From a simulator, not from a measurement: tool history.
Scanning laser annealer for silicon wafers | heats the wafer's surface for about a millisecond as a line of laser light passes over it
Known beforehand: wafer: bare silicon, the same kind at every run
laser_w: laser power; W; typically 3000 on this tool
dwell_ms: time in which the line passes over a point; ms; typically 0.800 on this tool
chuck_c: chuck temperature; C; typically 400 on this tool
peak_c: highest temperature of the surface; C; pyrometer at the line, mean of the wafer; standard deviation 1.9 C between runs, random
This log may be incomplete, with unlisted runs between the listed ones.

| run | hour | laser_w | dwell_ms | chuck_c | peak_c |
|---|---|---|---|---|---|
| 1 | 0.0 | 3000 | 0.800 | 400 | 1205 |
| 2 | 15.0 | 3000 | 0.800 | 400 | 1201 |
| 3 | 46.9 | 2861 | 0.800 | 400 | 1161 |
| 4 | 79.4 | 2861 | 0.800 | 400 | 1160 |
| 5 | 105.6 | 3000 | 0.800 | 400 | 1201 |
| 6 | 132.7 | 3000 | 0.867 | 400 | 1231 |
| 7 | 161.0 | 3000 | 0.937 | 400 | 1270 |
| 8 | 179.5 | 2683 | 0.800 | 400 | 1106 |
| 9 | 196.2 | 3000 | 0.969 | 400 | 1281 |
| 10 | 216.7 | 3000 | 0.800 | 408 | 1201 |
| 11 | 236.5 | 3000 | 0.800 | 408 | 1199 |
| 12 | 267.2 | 3000 | 0.800 | 408 | 1246 |
| 13 | 298.9 | 3000 | 0.800 | 408 | 1242 |
| 14 | 318.4 | 3000 | 0.865 | 400 | 1274 |
| 15 | 339.1 | 3000 | 0.800 | 400 | 1237 |
| 16 | 372.3 | 3000 | 0.800 | 400 | 1233 |
| 17 | 401.3 | 3000 | 0.827 | 400 | 1248 |
| 18 | 437.7 | 3000 | 0.827 | 400 | 1246 |
| 19 | 453.1 | 3046 | 0.977 | 409 | 1348 |
| 20 | 474.7 | 3046 | 0.977 | 409 | 1349 |
| 21 | 503.2 | 2967 | 0.928 | 361 | 1246 |
| 22 | 519.4 | 2835 | 0.961 | 403 | 1265 |
| 23 | 538.3 | 2835 | 0.961 | 403 | 1265 |
| 24 | 575.0 | 2835 | 0.961 | 397 | 1257 |
| 25 | 602.7 | 2835 | 0.961 | 437 | 1294 |
| 26 | 636.0 | 2746 | 0.959 | 368 | 1191 |
| 27 | 664.1 | 2655 | 0.981 | 392 | 1196 |
| 28 | 697.1 | 2655 | 0.981 | 392 | 1196 |
| 29 | 714.8 | 3000 | 0.565 | 401 | 1078 |
| 30 | 748.0 | 3000 | 0.565 | 401 | 1078 |
| 31 | 769.4 | 3000 | 0.565 | 401 | 1074 |
| 32 | 797.3 | 3000 | 0.565 | 401 | 1075 |
| 33 | 821.4 | 2950 | 0.725 | 432 | 1186 |
| 34 | 846.4 | 3298 | 0.970 | 399 | 1392 |
| 35 | 883.3 | 3298 | 0.970 | 399 | 1388 |
| 36 | 917.0 | 3184 | 0.748 | 370 | 1195 |

Removed from this log: 1 entry logged between the listed runs. Between which two listed runs does each belong, and how does the tool's hidden state at the listed run before it compare with that at the listed run after it?
Between runs 11 and 12: window over the wafer cleaned (hour 258.4)
  light that passes the window, % of a clean one's: 94.67 -> 99.77; laser's true power over the reading, %: 0.21 -> 0.22; width of the line over the set one, %: 1.87 -> 1.91
  measured minus no-state result, peak_c: -52 -> -8 C

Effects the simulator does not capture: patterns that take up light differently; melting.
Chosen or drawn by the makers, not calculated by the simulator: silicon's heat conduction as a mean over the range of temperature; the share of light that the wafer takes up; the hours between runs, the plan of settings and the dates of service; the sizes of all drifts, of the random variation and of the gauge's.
